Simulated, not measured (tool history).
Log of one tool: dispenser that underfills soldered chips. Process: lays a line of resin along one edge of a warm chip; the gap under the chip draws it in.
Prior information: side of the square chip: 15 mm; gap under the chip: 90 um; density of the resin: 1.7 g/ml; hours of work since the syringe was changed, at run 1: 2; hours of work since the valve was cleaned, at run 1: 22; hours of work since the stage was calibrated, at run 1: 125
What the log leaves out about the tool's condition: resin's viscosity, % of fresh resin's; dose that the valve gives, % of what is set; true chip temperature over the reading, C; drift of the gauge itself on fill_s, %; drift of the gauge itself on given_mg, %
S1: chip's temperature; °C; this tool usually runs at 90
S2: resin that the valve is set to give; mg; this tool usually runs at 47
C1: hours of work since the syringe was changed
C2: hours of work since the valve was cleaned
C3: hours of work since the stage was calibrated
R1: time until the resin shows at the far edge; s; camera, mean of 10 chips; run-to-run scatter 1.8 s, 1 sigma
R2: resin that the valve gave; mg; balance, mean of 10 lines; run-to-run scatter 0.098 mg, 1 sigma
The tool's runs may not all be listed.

Run 1, day 0: usual settings; C1 2; C2 22; C3 125. Result: R1 232.1 s, R2 46.67 mg.
Run 2, day 0.212: usual settings but S2 46.9 mg; C1 6; C2 26; C3 128. Result: R1 302.3 s, R2 46.5 mg.
Run 3, day 0.425: usual settings but S2 46.9 mg; C1 9; C2 29; C3 131. Result: R1 412.2 s, R2 46.33 mg.
At day 0.517: new syringe of resin.
Run 4, day 0.654: usual settings but S2 46.9 mg; C1 2; C2 32; C3 134. Result: R1 225.8 s, R2 46.22 mg.
Run 5, day 0.754: usual settings but S2 46.9 mg; C1 4; C2 34; C3 136. Result: R1 257.4 s, R2 46.14 mg.
Run 6, day 0.908: usual settings but S2 46.9 mg; C1 6; C2 36; C3 138. Result: R1 311.3 s, R2 46.37 mg.
Run 7, day 1.008: usual settings but S2 46.9 mg; C1 8; C2 38; C3 140. Result: R1 353.7 s, R2 46.37 mg.
At day 1.188: new syringe of resin.
Run 8, day 1.188: usual settings but S2 46.9 mg; C1 0; C2 40; C3 142. Result: R1 190.4 s, R2 46.1 mg.
Run 9, day 1.325: usual settings but S2 46.9 mg; C1 2; C2 42; C3 144. Result: R1 227.6 s, R2 46.2 mg.
Run 10, day 1.433: usual settings but S2 46.9 mg; C1 4; C2 44; C3 146. Result: R1 263 s, R2 46.2 mg.
Run 11, day 1.575: usual settings; C1 6; C2 46; C3 148. Result: R1 320.2 s, R2 46.16 mg.
Run 12, day 1.733: usual settings but S1 78 °C, S2 46.4 mg; C1 8; C2 48; C3 151. Result: R1 689.2 s, R2 45.6 mg.
At day 1.858: new syringe of resin.
Run 13, day 1.896: usual settings but S1 83 °C, S2 43.9 mg; C1 1; C2 51; C3 153. Result: R1 289.3 s, R2 43.1 mg.
Run 14, day 2.042: usual settings but S1 83 °C, S2 43.9 mg; C1 3; C2 53; C3 155. Result: R1 348.8 s, R2 43.18 mg.
Run 15, day 2.258: usual settings but S1 98 °C, S2 51.1 mg; C1 6; C2 56; C3 159. Result: R1 225.3 s, R2 50.03 mg.
Run 16, day 2.467: usual settings but S1 76 °C, S2 42.6 mg; C1 9; C2 59; C3 162. Result: R1 873.7 s, R2 41.87 mg.
At day 2.533: new syringe of resin.
Run 17, day 2.575: usual settings but S1 81 °C, S2 40.7 mg; C1 1; C2 61; C3 163. Result: R1 314.5 s, R2 39.9 mg.
Run 18, day 2.792: usual settings but S1 97 °C, S2 50.8 mg; C1 4; C2 64; C3 166. Result: R1 192.5 s, R2 49.63 mg.
Run 19, day 3.008: usual settings but S1 87 °C, S2 50 mg; C1 7; C2 67; C3 170. Result: R1 401 s, R2 48.8 mg.
At day 3.2: new syringe of resin.
Run 20, day 3.212: usual settings but S1 87 °C, S2 50 mg; C1 0; C2 70; C3 173. Result: R1 221.2 s, R2 48.86 mg.
Run 21, day 3.358: usual settings but S1 87 °C, S2 51.4 mg; C1 2; C2 73; C3 175. Result: R1 267.9 s, R2 50.06 mg.
Run 22, day 3.454: usual settings but S1 94 °C, S2 42.6 mg; C1 4; C2 74; C3 176. Result: R1 231.2 s, R2 41.51 mg.

For each entry between runs, how does the tool's hidden state at the last listed run before it compare with that at the first listed run after it?
From run 3 to run 4: new syringe of resin (day 0.517)
  resin's viscosity, % of fresh resin's: 215.3 -> 119.2; dose that the valve gives, % of what is set: 98.85 -> 98.75; true chip temperature over the reading, C: -0.9 -> -0.92
  measured minus no-state result, R1: +228.8 -> +44.7 s; R2: -0.54 -> -0.59 mg
From run 7 to run 8: new syringe of resin (day 1.188)
  resin's viscosity, % of fresh resin's: 190.2 -> 100.8; dose that the valve gives, % of what is set: 98.58 -> 98.5; true chip temperature over the reading, C: -0.96 -> -0.98
  measured minus no-state result, R1: +176.3 -> +10.3 s; R2: -0.67 -> -0.71 mg
From run 12 to run 13: new syringe of resin (day 1.858)
  resin's viscosity, % of fresh resin's: 208 -> 106.8; dose that the valve gives, % of what is set: 98.23 -> 98.16; true chip temperature over the reading, C: -1.04 -> -1.06
  measured minus no-state result, R1: +375.8 -> +33.1 s; R2: -0.82 -> -0.81 mg
From run 16 to run 17: new syringe of resin (day 2.533)
  resin's viscosity, % of fresh resin's: 226.1 -> 105.5; dose that the valve gives, % of what is set: 97.89 -> 97.85; true chip temperature over the reading, C: -1.12 -> -1.13
  measured minus no-state result, R1: +510.8 -> +34.6 s; R2: -0.9 -> -0.88 mg
From run 19 to run 20: new syringe of resin (day 3.2)
  resin's viscosity, % of fresh resin's: 186.1 -> 102.9; dose that the valve gives, % of what is set: 97.64 -> 97.56; true chip temperature over the reading, C: -1.18 -> -1.2
  measured minus no-state result, R1: +197.7 -> +18.8 s; R2: -1.18 -> -1.22 mg
